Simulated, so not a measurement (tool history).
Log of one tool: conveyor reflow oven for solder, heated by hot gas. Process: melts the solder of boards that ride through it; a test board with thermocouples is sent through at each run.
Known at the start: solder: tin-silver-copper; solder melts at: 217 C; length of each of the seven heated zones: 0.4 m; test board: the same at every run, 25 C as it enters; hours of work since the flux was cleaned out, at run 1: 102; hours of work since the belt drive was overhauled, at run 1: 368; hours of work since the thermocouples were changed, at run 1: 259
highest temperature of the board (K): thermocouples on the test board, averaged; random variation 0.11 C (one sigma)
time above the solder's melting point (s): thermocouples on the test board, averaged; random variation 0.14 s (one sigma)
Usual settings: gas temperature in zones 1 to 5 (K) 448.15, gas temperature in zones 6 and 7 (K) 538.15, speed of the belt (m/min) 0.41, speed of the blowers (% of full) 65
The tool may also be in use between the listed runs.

run   hour  gas temperature in zones 1 to 5 (K)  gas temperature in zones 6 and 7 (K)  speed of the belt (m/min)  speed of the blowers (% of full)  hours of work since the flux was cleaned out  hours of work since the belt drive was overhauled  hours of work since the thermocouples were changed  highest temperature of the board (K)  time above the solder's melting point (s)
  1      0                               448.15                                538.15                       0.41                                65                                           102                                                368                                                 259                                529.65                                       96.2
  2   14.6                               448.15                                538.15                       0.41                                65                                           108                                                374                                                 265                                529.85                                         96
  3   21.3                               448.15                                538.15                       0.41                                65                                           111                                                377                                                 268                                529.95                                       96.2
  4   33.3                               448.15                                538.15                       0.41                                65                                           116                                                382                                                 273                                529.95                                       96.2
  5   45.9                               443.15                                538.15                       0.41                                65                                           121                                                388                                                 278                                529.35                                       93.1
  6     61                               448.15                                538.15                      0.426                                65                                           128                                                394                                                 285                                529.05                                       91.2
  7   74.9                               448.15                                538.15                      0.426                                54                                           134                                                400                                                 291                                527.35                                       89.1
  8   87.5                               448.15                                538.15                       0.41                                60                                           139                                                405                                                 296                                529.15                                       95.1
  9  100.7                               448.15                                538.15                       0.41                                60                                           145                                                411                                                 302                                529.55                                       95.1
 10    110                               448.15                                538.15                       0.41                                60                                           149                                                415                                                 306                                529.35                                       94.9
 11  116.8                               448.15                                538.15                       0.41                                60                                           152                                                418                                                 308                                529.05                                         95
 12  125.3                               448.15                                538.15                       0.41                                60                                           155                                                422                                                 312                                529.35                                         95
 13  139.6                               448.15                                538.15                       0.41                                60                                           161                                                428                                                 318                                529.35                                       94.8
 14  146.7                               448.15                                538.15                       0.41                                60                                           164                                                431                                                 321                                529.15                                       95.2
 15  156.6                               448.15                                538.15                       0.41                                60                                           169                                                435                                                 325                                529.35                                       94.9
 16  170.8                               448.15                                538.15                       0.41                                60                                           175                                                441                                                 331                                529.15                                       95.1
 17  177.1                               448.15                                538.15                      0.337                                65                                           177                                                444                                                 334                                533.85                                      123.1
 18  184.6                               459.15                                538.15                      0.484                                71                                           180                                                447                                                 337                                528.05                                       84.1
 19  193.3                               445.15                                527.15                       0.41                                56                                           184                                                450                                                 341                                518.05                                         81
 20  202.4                               433.15                                526.15                       0.41                                82                                           188                                                454                                                 345                                518.95                                         79
 21  211.4                               433.15                                531.15                      0.354                                82                                           192                                                458                                                 349                                526.65                                      103.5
 22  226.2                               433.15                                531.15                      0.354                                82                                           198                                                464                                                 355                                526.75                                      103.9
 23  233.7                               461.15                                539.15                      0.419                                73                                           201                                                468                                                 358                                532.65                                      103.5
 24    241                               463.15                                542.15                      0.357                                67                                           204                                                471                                                 361                                537.95                                      127.5
 25  248.5                               463.15                                542.15                      0.357                                67                                           208                                                474                                                 364                                537.85                                      127.5
 26  257.6                               436.15                                541.15                      0.467                                66                                           212                                                478                                                 368                                527.75                                       75.3
 27  271.1                               436.15                                531.15                       0.41                                65                                           217                                                483                                                 374                                522.05                                       81.9
 28  280.9                               436.15                                531.15                       0.41                                65                                           221                                                488                                                 378                                521.75                                       81.7
 29    291                               462.15                                553.15                       0.48                                52                                           226                                                492                                                 383                                539.15                                       94.1
 30  299.1                               458.15                                550.15                      0.458                                60                                           229                                                495                                                 386                                538.65                                       96.1

Hidden state or all else? Some run-to-run changes of highest temperature of the board (K), split into what the settings, what came in and random variation would give without the hidden state, and what is left for the hidden state (with any gauge scatter that isn't in both results):
The hidden state here: heat that the gas passes to the board, % of a clean oven's; belt's true speed, % of the reading; true gas temperature in zones 6 and 7 over the reading, C; drift of the gauge itself on peak_c, C; drift of the gauge itself on liquid_s, %.
Run 16 -> 17: speed of the belt (m/min) 0.41 -> 0.337, speed of the blowers (% of full) 60 -> 65. highest temperature of the board (K) +4.7: hidden state +0.2, all else +4.5.
Run 17 -> 18: gas temperature in zones 1 to 5 (K) 448.15 -> 459.15, speed of the belt (m/min) 0.337 -> 0.484, speed of the blowers (% of full) 65 -> 71. highest temperature of the board (K) -5.8: hidden state -0.4, all else -5.4.
Run 18 -> 19: gas temperature in zones 1 to 5 (K) 459.15 -> 445.15, gas temperature in zones 6 and 7 (K) 538.15 -> 527.15, speed of the belt (m/min) 0.484 -> 0.41, speed of the blowers (% of full) 71 -> 56. highest temperature of the board (K) -10: hidden state +0.1, all else -10.1.
Run 25 -> 26: gas temperature in zones 1 to 5 (K) 463.15 -> 436.15, gas temperature in zones 6 and 7 (K) 542.15 -> 541.15, speed of the belt (m/min) 0.357 -> 0.467, speed of the blowers (% of full) 67 -> 66. highest temperature of the board (K) -10.1: hidden state -0.6, all else -9.5.
Run 28 -> 29: gas temperature in zones 1 to 5 (K) 436.15 -> 462.15, gas temperature in zones 6 and 7 (K) 531.15 -> 553.15, speed of the belt (m/min) 0.41 -> 0.48, speed of the blowers (% of full) 65 -> 52. highest temperature of the board (K) +17.4: hidden state +0, all else +17.4.
